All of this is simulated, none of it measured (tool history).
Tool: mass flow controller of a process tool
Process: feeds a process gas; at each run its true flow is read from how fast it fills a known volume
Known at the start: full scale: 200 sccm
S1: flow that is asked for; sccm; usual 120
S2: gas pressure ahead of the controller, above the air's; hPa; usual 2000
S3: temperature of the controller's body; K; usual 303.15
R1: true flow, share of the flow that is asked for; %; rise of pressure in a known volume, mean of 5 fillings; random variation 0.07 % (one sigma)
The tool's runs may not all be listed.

run,hour,S1,S2,S3,R1
1,0,120,2000,303.15,99.9
2,117.8,120,2000,308.15,99.46
3,234.3,120,2000,308.15,99.46
4,312.7,120,2000,308.15,99.36
5,428.2,120,2000,308.15,99.57
6,489.8,120,2000,308.15,99.59
7,596.8,120,2000,308.15,99.62
8,689.4,120,2000,308.15,99.56
9,745.5,120,2000,303.15,99.79
10,846.1,120,2000,297.15,100.33
11,901.8,120,1930,303.15,100.01
12,981.5,120,1930,303.15,99.9
13,1069.2,120,1930,303.15,100.06
14,1119.3,120,1930,303.15,100.03
15,1236.6,120,1930,303.15,100.06
16,1319.6,120,1930,296.15,100.55
17,1412,120,2000,303.15,100.04
18,1466.7,57,1940,295.15,100.79
19,1523.1,129,1940,295.15,100.58
# hour 1528.7: controller's zero set anew
20,1623.7,129,1940,295.15,101.13
21,1741.5,129,1940,295.15,101.18
22,1859.9,129,1940,295.15,101.1
23,1951.6,26,2000,303.15,104.56
24,1999.4,40,2000,303.15,102.58
25,2109.2,24,2000,309.15,104.76
# hour 2130.7: controller's zero set anew, once more
26,2171.3,24,2000,309.15,98.22
27,2248.8,129,1560,295.15,100.19
28,2366.9,129,1560,295.15,100.3
29,2468.6,129,1560,295.15,100.26
30,2537.2,129,1560,295.15,100.32
31,2621.2,30,1540,304.15,99.32
32,2698.1,39,1980,293.15,99.55
33,2773.4,39,2670,306.15,98.41

Measured less the same run without the tool's hidden state. The same run-to-run variation is in both; the gauge's scatter may not be:
The hidden state here: flow at rest that the sensor doesn't see, % of full scale; true flow over the shown one, %; drift of the gauge itself on true_pct, %.
run,R1
1,+0.78
2,+0.8
3,+0.83
4,+0.85
5,+0.88
6,+0.89
7,+0.91
8,+0.93
9,+0.94
10,+0.97
11,+0.98
12,+0.99
13,+1.02
14,+1.02
15,+1.05
16,+1.08
17,+1.09
18,+1.94
19,+1.06
20,+1.54
21,+1.57
22,+1.6
23,+6.47
24,+4.36
25,+7.09
26,+0.54
27,+0.45
28,+0.47
29,+0.49
30,+0.51
31,+0.84
32,+0.79
33,+0.83

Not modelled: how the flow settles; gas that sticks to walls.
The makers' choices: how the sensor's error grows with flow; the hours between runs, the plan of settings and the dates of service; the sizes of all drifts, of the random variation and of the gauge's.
